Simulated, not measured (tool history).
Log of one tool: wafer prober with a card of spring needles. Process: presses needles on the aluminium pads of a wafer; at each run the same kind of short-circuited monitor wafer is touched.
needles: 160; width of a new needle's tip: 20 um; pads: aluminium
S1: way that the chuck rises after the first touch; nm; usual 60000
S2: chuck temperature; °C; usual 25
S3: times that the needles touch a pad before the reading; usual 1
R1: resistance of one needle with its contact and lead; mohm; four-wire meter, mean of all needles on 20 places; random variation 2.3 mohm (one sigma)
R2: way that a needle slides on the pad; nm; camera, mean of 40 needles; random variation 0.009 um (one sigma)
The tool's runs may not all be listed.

run 1 hour=0.0 | S1=60000 S2=25 S3=1 | R1=266 R2=8273
-- hour=14.5 tips cleaned on abrasive film
-- hour=29.0 tips cleaned on abrasive film
-- hour=43.4 tips cleaned on abrasive film
-- hour=57.9 tips cleaned on abrasive film
-- hour=69.5 tips cleaned on abrasive film
-- hour=82.1 tips cleaned on abrasive film
-- hour=82.4 height of the first contact set anew
run 2 hour=82.4 | S1=60000 S2=25 S3=1 | R1=275 R2=8345
-- hour=96.8 tips cleaned on abrasive film
-- hour=111.3 tips cleaned on abrasive film
run 3 hour=118.1 | S1=60000 S2=25 S3=1 | R1=346 R2=8331
-- hour=124.0 tips cleaned on abrasive film
-- hour=138.4 tips cleaned on abrasive film
-- hour=152.9 tips cleaned on abrasive film
-- hour=167.4 tips cleaned on abrasive film
-- hour=179.0 tips cleaned on abrasive film
run 4 hour=183.1 | S1=60000 S2=25 S3=1 | R1=328 R2=8266
-- hour=191.8 tips cleaned on abrasive film
-- hour=206.3 tips cleaned on abrasive film
-- hour=220.8 tips cleaned on abrasive film
-- hour=232.7 tips cleaned on abrasive film
run 5 hour=232.7 | S1=60000 S2=25 S3=1 | R1=277 R2=8205
-- hour=247.1 tips cleaned on abrasive film, once more
-- hour=250.3 height of the first contact set anew
-- hour=261.9 tips cleaned on abrasive film
-- hour=276.4 tips cleaned on abrasive film
-- hour=289.4 tips cleaned on abrasive film
run 6 hour=289.4 | S1=72000 S2=124 S3=2 | R1=294 R2=9959
-- hour=303.9 tips cleaned on abrasive film
-- hour=315.5 tips cleaned on abrasive film
-- hour=330.0 tips cleaned on abrasive film
-- hour=344.4 tips cleaned on abrasive film
-- hour=358.9 tips cleaned on abrasive film
run 7 hour=359.8 | S1=72000 S2=124 S3=3 | R1=293 R2=9911
-- hour=371.4 tips cleaned on abrasive film
-- hour=385.9 tips cleaned on abrasive film
-- hour=400.4 tips cleaned on abrasive film
-- hour=414.8 tips cleaned on abrasive film
-- hour=418.0 height of the first contact set anew
-- hour=429.6 tips cleaned on abrasive film
run 8 hour=430.2 | S1=49000 S2=89 S3=1 | R1=321 R2=6804
-- hour=441.8 tips cleaned on abrasive film
-- hour=456.3 tips cleaned on abrasive film
-- hour=467.9 tips cleaned on abrasive film
-- hour=482.4 tips cleaned on abrasive film
-- hour=495.4 tips cleaned on abrasive film
run 9 hour=495.4 | S1=74000 S2=25 S3=1 | R1=262 R2=10220
-- hour=509.8 tips cleaned on abrasive film
-- hour=521.4 tips cleaned on abrasive film
-- hour=535.9 tips cleaned on abrasive film
-- hour=550.4 tips cleaned on abrasive film
run 10 hour=561.0 | S1=74000 S2=25 S3=1 | R1=352 R2=10173

Forecast each of these 5 alternatives for the next run:
-- hour=564.0 tips cleaned on abrasive film
-- hour=578.5 tips cleaned on abrasive film
-- hour=587.4 height of the first contact set anew
-- hour=593.2 tips cleaned on abrasive film
-- hour=607.7 tips cleaned on abrasive film
-- hour=620.5 tips cleaned on abrasive film
run A hour=620.5 | S1=59000 S2=55 S3=2 | R1=? R2=?
-- hour=564.0 tips cleaned on abrasive film
-- hour=578.5 tips cleaned on abrasive film
-- hour=587.4 height of the first contact set anew
-- hour=593.2 tips cleaned on abrasive film
-- hour=607.7 tips cleaned on abrasive film
-- hour=620.5 tips cleaned on abrasive film
run B hour=620.5 | S1=47000 S2=61 S3=3 | R1=? R2=?
-- hour=564.0 tips cleaned on abrasive film
-- hour=578.5 tips cleaned on abrasive film
-- hour=587.4 height of the first contact set anew
-- hour=593.2 tips cleaned on abrasive film
-- hour=607.7 tips cleaned on abrasive film
-- hour=620.5 tips cleaned on abrasive film
run C hour=620.5 | S1=58000 S2=25 S3=2 | R1=? R2=?
-- hour=564.0 tips cleaned on abrasive film
-- hour=578.5 tips cleaned on abrasive film
-- hour=587.4 height of the first contact set anew
-- hour=593.2 tips cleaned on abrasive film
-- hour=607.7 tips cleaned on abrasive film
-- hour=620.5 tips cleaned on abrasive film
run D hour=620.5 | S1=69000 S2=76 S3=2 | R1=? R2=?
-- hour=564.0 tips cleaned on abrasive film
-- hour=578.5 tips cleaned on abrasive film
-- hour=587.4 height of the first contact set anew
-- hour=593.2 tips cleaned on abrasive film
-- hour=607.7 tips cleaned on abrasive film
-- hour=620.5 tips cleaned on abrasive film
run E hour=620.5 | S1=74000 S2=25 S3=2 | R1=? R2=?

run=A R1=277 R2=8161
run=B R1=289 R2=6496
run=C R1=272 R2=8023
run=D R1=280 R2=9539
run=E R1=264 R2=10254
Without the tool's hidden state the same runs would have given:
run=A R1=263 R2=8198
run=B R1=273 R2=6534
run=C R1=257 R2=8061
run=D R1=269 R2=9576
run=E R1=254 R2=10291

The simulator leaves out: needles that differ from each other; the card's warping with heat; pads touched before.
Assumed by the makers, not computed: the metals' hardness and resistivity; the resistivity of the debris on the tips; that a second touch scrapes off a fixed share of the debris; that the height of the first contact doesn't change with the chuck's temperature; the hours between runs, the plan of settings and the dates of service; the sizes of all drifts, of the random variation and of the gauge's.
